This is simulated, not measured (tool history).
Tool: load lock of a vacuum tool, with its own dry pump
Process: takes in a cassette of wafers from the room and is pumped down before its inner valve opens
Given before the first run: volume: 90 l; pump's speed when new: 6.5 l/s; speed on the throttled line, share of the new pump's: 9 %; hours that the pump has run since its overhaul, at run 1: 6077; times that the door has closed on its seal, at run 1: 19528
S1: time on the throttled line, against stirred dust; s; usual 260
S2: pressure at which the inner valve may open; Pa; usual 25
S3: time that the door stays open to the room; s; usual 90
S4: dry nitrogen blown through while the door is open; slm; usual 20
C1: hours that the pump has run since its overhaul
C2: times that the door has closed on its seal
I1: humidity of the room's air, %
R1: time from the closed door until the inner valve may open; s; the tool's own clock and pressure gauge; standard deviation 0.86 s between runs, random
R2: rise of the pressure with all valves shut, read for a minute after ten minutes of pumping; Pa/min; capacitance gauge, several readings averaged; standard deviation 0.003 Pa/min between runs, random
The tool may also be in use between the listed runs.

{"run": 1, "hour": 0.0, "S1": 260, "S2": 25, "S3": 90, "S4": 20, "C1": 6077, "C2": 19528, "I1": 44.8, "R1": 352.3, "R2": 0.02}
{"run": 2, "hour": 310.8, "S1": 260, "S2": 25, "S3": 90, "S4": 20, "C1": 6387, "C2": 20112, "I1": 45.9, "R1": 351.8, "R2": 0.022}
{"run": 3, "hour": 587.3, "S1": 260, "S2": 25, "S3": 90, "S4": 20, "C1": 6664, "C2": 20633, "I1": 43.2, "R1": 351.5, "R2": 0.017}
{"run": 4, "hour": 840.3, "S1": 260, "S2": 25, "S3": 90, "S4": 20, "C1": 6917, "C2": 21109, "I1": 41.1, "R1": 351.2, "R2": 0.016}
{"run": 5, "hour": 1014.3, "S1": 260, "S2": 31, "S3": 90, "S4": 20, "C1": 7091, "C2": 21436, "I1": 44.8, "R1": 348.7, "R2": 0.021}
{"run": 6, "hour": 1281.5, "S1": 223, "S2": 25, "S3": 90, "S4": 20, "C1": 7358, "C2": 21939, "I1": 47.9, "R1": 317.6, "R2": 0.021}
{"run": 7, "hour": 1556.6, "S1": 223, "S2": 25, "S3": 90, "S4": 20, "C1": 7633, "C2": 22457, "I1": 46.8, "R1": 317.6, "R2": 0.019}
{"run": 8, "hour": 1721.6, "S1": 223, "S2": 25, "S3": 90, "S4": 20, "C1": 7798, "C2": 22767, "I1": 42.9, "R1": 318.9, "R2": 0.02}
{"run": 9, "hour": 1880.7, "S1": 260, "S2": 25, "S3": 90, "S4": 20, "C1": 7957, "C2": 23066, "I1": 46.6, "R1": 352.8, "R2": 0.019}
{"run": 10, "hour": 2068.4, "S1": 260, "S2": 25, "S3": 90, "S4": 20, "C1": 8145, "C2": 23420, "I1": 43.8, "R1": 351.2, "R2": 0.02}
{"run": 11, "hour": 2342.4, "S1": 260, "S2": 25, "S3": 107, "S4": 20, "C1": 8419, "C2": 23935, "I1": 44.2, "R1": 351.6, "R2": 0.012}
{"run": 12, "hour": 2582.0, "S1": 260, "S2": 25, "S3": 90, "S4": 20, "C1": 8659, "C2": 24386, "I1": 44.8, "R1": 352.4, "R2": 0.018}
{"run": 13, "hour": 2727.9, "S1": 197, "S2": 25, "S3": 90, "S4": 20, "C1": 8804, "C2": 24660, "I1": 45.9, "R1": 292.5, "R2": 0.018}
{"run": 14, "hour": 3067.4, "S1": 197, "S2": 25, "S3": 90, "S4": 20, "C1": 9144, "C2": 25299, "I1": 46.0, "R1": 293.3, "R2": 0.017}
{"run": 15, "hour": 3317.3, "S1": 260, "S2": 34, "S3": 90, "S4": 20, "C1": 9394, "C2": 25770, "I1": 43.5, "R1": 346.9, "R2": 0.012}
{"run": 16, "hour": 3498.1, "S1": 463, "S2": 25, "S3": 90, "S4": 20, "C1": 9575, "C2": 26110, "I1": 45.6, "R1": 535.3, "R2": 0.02}
{"run": 17, "hour": 3723.2, "S1": 463, "S2": 25, "S3": 90, "S4": 20, "C1": 9800, "C2": 26533, "I1": 43.1, "R1": 534.6, "R2": 0.018}
{"run": 18, "hour": 3920.0, "S1": 463, "S2": 25, "S3": 90, "S4": 20, "C1": 9997, "C2": 26904, "I1": 46.3, "R1": 536.4, "R2": 0.022}
{"run": 19, "hour": 4095.2, "S1": 196, "S2": 25, "S3": 90, "S4": 5, "C1": 10172, "C2": 27233, "I1": 45.8, "R1": 293.1, "R2": 0.043}
{"run": 20, "hour": 4310.4, "S1": 196, "S2": 25, "S3": 90, "S4": 5, "C1": 10387, "C2": 27638, "I1": 43.7, "R1": 293.1, "R2": 0.037}
{"run": 21, "hour": 4457.9, "S1": 196, "S2": 34, "S3": 90, "S4": 14, "C1": 10534, "C2": 27916, "I1": 42.3, "R1": 289.2, "R2": 0.02}

Run 22 comes next. What will it give?
{"run": 22, "hour": 4752.4, "S1": 306, "S2": 25, "S3": 90, "S4": 31, "C1": 10829, "C2": 28470, "I1": 44.7, "R1": "?", "R2": "?"}

{"run 22": {"R1": 391.8, "R2": 0.012}}
With no hidden state in the tool, this same run would have given R1 391.8 s, R2 0.011 Pa/min.
